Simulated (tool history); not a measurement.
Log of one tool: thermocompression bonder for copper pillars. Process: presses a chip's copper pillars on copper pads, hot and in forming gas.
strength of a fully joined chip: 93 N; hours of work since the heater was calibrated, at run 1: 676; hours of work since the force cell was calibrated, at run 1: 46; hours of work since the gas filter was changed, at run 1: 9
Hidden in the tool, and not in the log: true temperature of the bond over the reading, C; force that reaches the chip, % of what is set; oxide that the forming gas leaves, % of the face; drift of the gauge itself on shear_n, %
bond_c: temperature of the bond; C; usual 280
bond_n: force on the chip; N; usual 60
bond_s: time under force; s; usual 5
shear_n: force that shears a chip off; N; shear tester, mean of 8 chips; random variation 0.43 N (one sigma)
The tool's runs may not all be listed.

run,day,bond_c,bond_n,bond_s,hours of work since the heater was calibrated,hours of work since the force cell was calibrated,hours of work since the gas filter was changed,shear_n
1,0.000,280,60,5,676,46,9,46.1
2,0.471,280,60,5,681,51,14,46.1
3,0.679,280,60,5,683,54,16,46.0
4,1.017,280,60,5,686,57,20,45.4
5,1.450,280,85,5,691,62,24,60.0
6,1.933,280,43,5,696,67,30,33.5
7,2.338,280,43,5,701,71,34,33.0
8,2.608,257,60,5,703,74,37,34.3
9,2.896,257,60,5,706,77,40,33.5
10,3.304,257,60,5,711,81,44,34.3
11,3.550,257,60,5,713,84,47,33.7
12,3.762,280,60,5,716,86,49,44.7
13,4.129,280,60,5,719,90,53,44.7
14,4.338,254,60,10,722,92,55,41.8
15,4.692,303,51,6,725,96,59,51.8
16,5.146,294,44,13,730,101,64,54.1
17,5.462,294,44,13,734,104,67,53.9
18,5.746,294,44,13,737,107,70,54.4
19,6.246,302,44,8,742,113,75,50.4
20,6.467,302,44,8,744,115,78,50.1
21,6.800,302,54,8,748,118,81,58.0
22,7.108,260,39,5,751,122,84,22.0
23,7.404,260,39,5,754,125,88,22.2
24,7.625,300,85,5,757,127,90,67.6
25,7.921,298,54,6,760,130,93,50.5

Forecast each of these 4 alternatives for the next run:
A,8.354,275,61,6,764,135,98,?
B,8.354,263,78,8,764,135,98,?
C,8.354,290,71,9,764,135,98,?
D,8.354,280,57,15,764,135,98,?

run,shear_n
A,44.1
B,52.1
C,64.5
D,58.3
Without the tool's hidden state the same runs would have given:
run,shear_n
A,45.1
B,53.4
C,67.0
D,60.2
